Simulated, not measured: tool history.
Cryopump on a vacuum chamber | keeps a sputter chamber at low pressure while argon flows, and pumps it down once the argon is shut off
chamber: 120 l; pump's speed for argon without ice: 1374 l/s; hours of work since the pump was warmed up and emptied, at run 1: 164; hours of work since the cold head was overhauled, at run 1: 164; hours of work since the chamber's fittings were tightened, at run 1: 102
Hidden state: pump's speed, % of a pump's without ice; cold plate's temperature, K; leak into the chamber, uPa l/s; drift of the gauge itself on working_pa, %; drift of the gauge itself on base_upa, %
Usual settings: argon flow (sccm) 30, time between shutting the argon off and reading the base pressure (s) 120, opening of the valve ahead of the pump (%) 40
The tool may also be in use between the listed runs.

run     day  argon flow (sccm)  time between shutting the argon off and reading the base pressure (s)  opening of the valve ahead of the pump (%)  hours of work since the pump was warmed up and emptied  hours of work since the cold head was overhauled  hours of work since the chamber's fittings were tightened  pressure while argon flows (Pa)  pressure after the wait (uPa)
  1       0                 30                                                                    120                                          40                                                     164                                               164                                                        102                           0.0959                           1.03
  2   0.704                 30                                                                    120                                          40                                                     175                                               175                                                        114                           0.0961                              1
  3    1.55                 30                                                                    120                                          40                                                     189                                               189                                                        128                           0.0971                           1.03
  4   2.379                 30                                                                    120                                          40                                                     203                                               203                                                        142                           0.0963                           1.01
  5   2.875                 30                                                                    120                                          40                                                     212                                               212                                                        150                           0.0972                           1.06
  6   3.371                 30                                                                    120                                          40                                                     220                                               220                                                        158                            0.096                           1.06
  7   3.738                 30                                                                    120                                          44                                                     226                                               226                                                        164                           0.0894                           1.11
  8   4.438                 30                                                                    120                                          44                                                     238                                               238                                                        176                           0.0882                           1.06
  9   5.146                 30                                                                    120                                          44                                                     249                                               249                                                        188                            0.089                           1.12
 10   5.729                 42                                                                    120                                          40                                                     259                                               259                                                        197                           0.1381                           1.13
 11   6.454                 42                                                                    120                                          40                                                     271                                               271                                                        210                            0.137                           1.12
 12   6.946                 42                                                                    120                                          40                                                     279                                               279                                                        218                           0.1385                           1.16
 13   7.638                 42                                                                    120                                          40                                                     291                                               291                                                        229                           0.1378                           1.13
 14   8.417                 42                                                                    120                                          40                                                     304                                               304                                                        242                           0.1391                           1.16
 15   8.825                 42                                                                    120                                          40                                                     311                                               311                                                        249                           0.1385                           1.12
 16   9.229                 30                                                                    120                                          40                                                     318                                               318                                                        256                           0.1003                           1.15
 17   9.767                 30                                                                    120                                          40                                                     326                                               326                                                        265                           0.0996                           1.16
 18  10.654                 30                                                                    120                                          40                                                     341                                               341                                                        280                           0.0993                           1.17
 19  11.033                 30                                                                    120                                          40                                                     348                                               348                                                        286                           0.0995                           1.23
 20  11.808                 30                                                                    113                                          24                                                     361                                               361                                                        299                           0.1618                           1.26
 21    12.3                 30                                                                    113                                          24                                                     369                                               369                                                        307                           0.1619                           1.29
 22  12.908                 14                                                                    110                                          20                                                     379                                               379                                                        317                           0.0903                           1.29
 23  13.367                 14                                                                    110                                          20                                                     387                                               387                                                        325                           0.0901                           1.33
 24  13.812                 14                                                                    110                                          20                                                     394                                               394                                                        332                           0.0895                           1.31
 25  14.446                 30                                                                     38                                          46                                                     405                                               405                                                        343                           0.0895                           2.69
 26  15.338                 30                                                                     38                                          46                                                     419                                               419                                                        358                           0.0895                           2.69
 27  15.825                 30                                                                     38                                          46                                                     427                                               427                                                        366                           0.0913                           2.78
 28  16.717                 29                                                                    120                                          40                                                     442                                               442                                                        381                           0.0993                           1.37
 29  17.388                 12                                                                     85                                          19                                                     454                                               454                                                        392                           0.0825                           1.62
 30  17.946                 12                                                                     85                                          26                                                     463                                               463                                                        401                           0.0617                           1.66
 31  18.312                 60                                                                     25                                          40                                                     469                                               469                                                        407                           0.2071                           3.82
 32  18.792                 30                                                                     61                                          28                                                     477                                               477                                                        415                            0.143                           1.97
 33  19.596                 30                                                                     61                                          28                                                     490                                               490                                                        429                           0.1443                           2.03
 34  19.979                 17                                                                    120                                          25                                                     497                                               497                                                        435                           0.0903                           1.38
 35  20.842                 17                                                                    120                                          50                                                     511                                               511                                                        449                           0.0486                           1.44

3 ways to go on from here, each from the tool as it stands after run 35. What would each give?
  A  21.683                 15                                                                    109                                          21                                                     525                                               525                                                        464                                ?                              ?
  B  21.683                 46                                                                    120                                          40                                                     525                                               525                                                        464                                ?                              ?
  C  21.683                 30                                                                    191                                          40                                                     525                                               525                                                        464                                ?                              ?

run  pressure while argon flows (Pa)  pressure after the wait (uPa)
  A                           0.0949                           1.57
  B                             0.16                           1.47
  C                           0.1043                            1.2
Without the tool's hidden state the same runs would have given:
run  pressure while argon flows (Pa)  pressure after the wait (uPa)
  A                           0.0885                           0.99
  B                           0.1405                            0.9
  C                           0.0917                           0.63
